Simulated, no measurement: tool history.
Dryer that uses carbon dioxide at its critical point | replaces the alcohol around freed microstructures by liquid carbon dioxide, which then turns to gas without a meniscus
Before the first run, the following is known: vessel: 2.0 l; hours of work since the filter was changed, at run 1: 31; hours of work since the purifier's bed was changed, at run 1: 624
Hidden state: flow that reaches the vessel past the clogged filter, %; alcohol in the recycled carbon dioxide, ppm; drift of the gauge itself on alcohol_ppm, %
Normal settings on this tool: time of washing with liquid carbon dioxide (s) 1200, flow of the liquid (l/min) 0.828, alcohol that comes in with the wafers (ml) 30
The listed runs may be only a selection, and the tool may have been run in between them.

| run | hour | time of washing with liquid carbon dioxide (s) | flow of the liquid (l/min) | alcohol that comes in with the wafers (ml) | hours of work since the filter was changed | hours of work since the purifier's bed was changed | alcohol left in the vessel before it's heated (ppm by volume) |
|---|---|---|---|---|---|---|---|
| 1 | 0 | 1200 | 0.828 | 30 | 31 | 624 | 45 |
| 2 | 14.1 | 1200 | 0.945 | 30 | 40 | 632 | 34 |
| 3 | 34 | 1200 | 0.945 | 30 | 52 | 645 | 35 |
| 4 | 54.7 | 1200 | 0.945 | 30 | 65 | 657 | 44 |
| 5 | 73.9 | 1200 | 0.945 | 30 | 77 | 669 | 43 |
| 6 | 93.2 | 1200 | 0.945 | 30 | 89 | 681 | 49 |
| 7 | 116.4 | 1200 | 0.828 | 43 | 103 | 695 | 59 |
| 8 | 137.6 | 1200 | 0.828 | 30 | 116 | 708 | 49 |
| 9 | 162.7 | 1200 | 0.828 | 30 | 131 | 724 | 60 |
| 10 | 188.5 | 1200 | 0.828 | 30 | 147 | 740 | 51 |
| 11 | 205.3 | 1200 | 0.824 | 30 | 158 | 750 | 52 |
| 12 | 220.2 | 1200 | 0.828 | 36 | 167 | 759 | 63 |
| 13 | 235.8 | 1200 | 0.828 | 30 | 176 | 769 | 63 |
| 14 | 258.5 | 840 | 0.663 | 89 | 190 | 783 | 815 |
| 15 | 273.6 | 720 | 0.926 | 96 | 200 | 792 | 416 |
| 16 | 290.4 | 1080 | 0.737 | 30 | 210 | 802 | 94 |
| 17 | 309.3 | 900 | 0.812 | 62 | 221 | 814 | 201 |
| 18 | 331.4 | 900 | 0.812 | 62 | 235 | 827 | 203 |
| 19 | 351.7 | 900 | 0.812 | 62 | 248 | 840 | 204 |
| 20 | 377.9 | 1440 | 0.991 | 120 | 264 | 856 | 54 |
| 21 | 404.7 | 1200 | 0.664 | 30 | 280 | 872 | 107 |
| 22 | 421.1 | 840 | 0.573 | 25 | 290 | 882 | 463 |
| 23 | 435.1 | 1020 | 1.177 | 20 | 299 | 891 | 48 |
|  | 448.3 | inlet filter changed |
| 24 | 460.3 | 1200 | 0.887 | 30 | 7 | 906 | 54 |
| 25 | 483.7 | 1200 | 0.887 | 30 | 22 | 920 | 54 |

A few steps of alcohol left in the vessel before it's heated (ppm by volume) between consecutive runs. Split each: what settings, incoming material and random variation would produce without the hidden state, and what is left over for the hidden state, along with gauge scatter present in only one of the two compared results (measured, and without hidden state):
Run 13 -> 14: time of washing with liquid carbon dioxide (s) 1200 -> 840, flow of the liquid (l/min) 0.828 -> 0.663, alcohol that comes in with the wafers (ml) 30 -> 89. alcohol left in the vessel before it's heated (ppm by volume) +752: hidden state +138, all else +614.
Run 22 -> 23: time of washing with liquid carbon dioxide (s) 840 -> 1020, flow of the liquid (l/min) 0.573 -> 1.177, alcohol that comes in with the wafers (ml) 25 -> 20. alcohol left in the vessel before it's heated (ppm by volume) -415: hidden state -98, all else -317.

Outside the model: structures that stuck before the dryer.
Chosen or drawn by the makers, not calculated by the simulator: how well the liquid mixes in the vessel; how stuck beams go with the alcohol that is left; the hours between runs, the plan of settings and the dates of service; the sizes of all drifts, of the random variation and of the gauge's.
